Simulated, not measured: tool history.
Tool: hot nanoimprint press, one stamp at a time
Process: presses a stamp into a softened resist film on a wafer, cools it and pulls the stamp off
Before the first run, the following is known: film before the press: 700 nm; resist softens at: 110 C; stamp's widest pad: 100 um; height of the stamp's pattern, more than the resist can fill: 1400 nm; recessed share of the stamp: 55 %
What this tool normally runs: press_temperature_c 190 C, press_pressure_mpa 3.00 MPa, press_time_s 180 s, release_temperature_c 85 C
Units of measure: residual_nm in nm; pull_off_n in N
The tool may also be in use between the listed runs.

run	hour	press_temperature_c	press_pressure_mpa	press_time_s	release_temperature_c	residual_nm	pull_off_n
1	0.0	190	3.00	180	85	386.4	119
2	15.3	190	3.00	180	85	387.2	117
3	26.3	190	3.00	180	85	382.4	118
4	52.7	190	3.00	180	92	387.9	106
5	64.6	190	3.00	180	92	381.6	107
6	80.0	190	3.00	180	92	381.3	105
7	96.2	190	3.00	180	92	383.2	108
8	107.7	190	1.83	180	85	456.0	126
9	128.7	190	1.83	180	85	452.0	126
10	144.5	190	3.00	180	85	389.4	128
# hour 156.8: stamp cleaned and given a new release coat
11	168.1	190	3.29	180	85	374.7	96
12	186.9	190	3.29	180	85	372.6	96
13	211.1	190	3.29	180	85	375.0	97
# hour 216.6: plate thermocouple calibrated
14	226.9	190	3.00	180	85	392.1	100
15	237.8	190	3.00	180	85	390.7	103
16	253.9	190	3.00	180	85	389.9	104
17	273.1	190	1.83	117	85	514.0	102

Predict the results of run 18:
18	292.2	190	1.83	117	85	?	?

residual_nm: 520.5 nm
pull_off_n: 106 N
Were there no unlogged condition in the tool, this run, its random variation unchanged, would have produced residual_nm 510.2 nm, pull_off_n 94 N.
